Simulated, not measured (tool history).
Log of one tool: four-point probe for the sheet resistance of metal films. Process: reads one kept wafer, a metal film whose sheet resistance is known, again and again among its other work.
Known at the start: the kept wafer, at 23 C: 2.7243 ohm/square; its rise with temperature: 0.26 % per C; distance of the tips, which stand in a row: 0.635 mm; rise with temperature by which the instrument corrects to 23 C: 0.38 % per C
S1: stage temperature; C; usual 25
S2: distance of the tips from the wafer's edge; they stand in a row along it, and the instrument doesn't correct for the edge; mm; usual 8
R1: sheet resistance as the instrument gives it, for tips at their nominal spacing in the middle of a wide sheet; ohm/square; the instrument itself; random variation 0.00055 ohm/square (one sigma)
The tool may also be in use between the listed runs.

run	hour	S1	S2	R1
1	0.0	25	8	2.724370
2	37.5	25	8	2.725314
3	71.3	19	8	2.743679
4	95.5	25	8	2.723478
5	135.2	19	8	2.743695
6	174.5	19	8	2.743767
7	196.1	25	8	2.723683
8	228.0	25	8	2.723275
9	266.3	25	6	2.730883
10	307.1	25	18	2.716669
11	350.0	25	8	2.724416
12	372.4	25	16	2.716039
13	398.8	25	16	2.717444
14	436.6	25	7	2.726477
15	456.4	25	7	2.725465
16	493.1	25	20	2.715650
17	530.6	20	8	2.740198
18	568.4	25	8	2.724850
19	594.4	26	16	2.713905
20	618.0	24	71	2.718500
21	659.8	25	34	2.715218
22	681.2	30	8	2.708383
23	721.8	24	11	2.722966
24	751.3	20	14	2.733280
25	776.7	20	14	2.733789
26	797.0	25	13	2.717677
27	826.4	27	40	2.708254
28	868.8	19	66	2.734078
29	896.7	23	22	2.721673
30	919.1	24	37	2.716505
31	943.0	31	7	2.708001
32	962.0	22	11	2.728513
33	988.4	20	4	2.766720
34	1030.1	20	4	2.766733
35	1072.6	20	4	2.766457
36	1101.3	21	4	2.763976

Forecast each of these 3 alternatives for the next run:
A	1137.0	28	70	?
B	1137.0	25	61	?
C	1137.0	20	72	?

run	R1
A	2.704330
B	2.713931
C	2.729308
Without the tool's hidden state the same runs would have given:
run	R1
A	2.708429
B	2.718023
C	2.733386
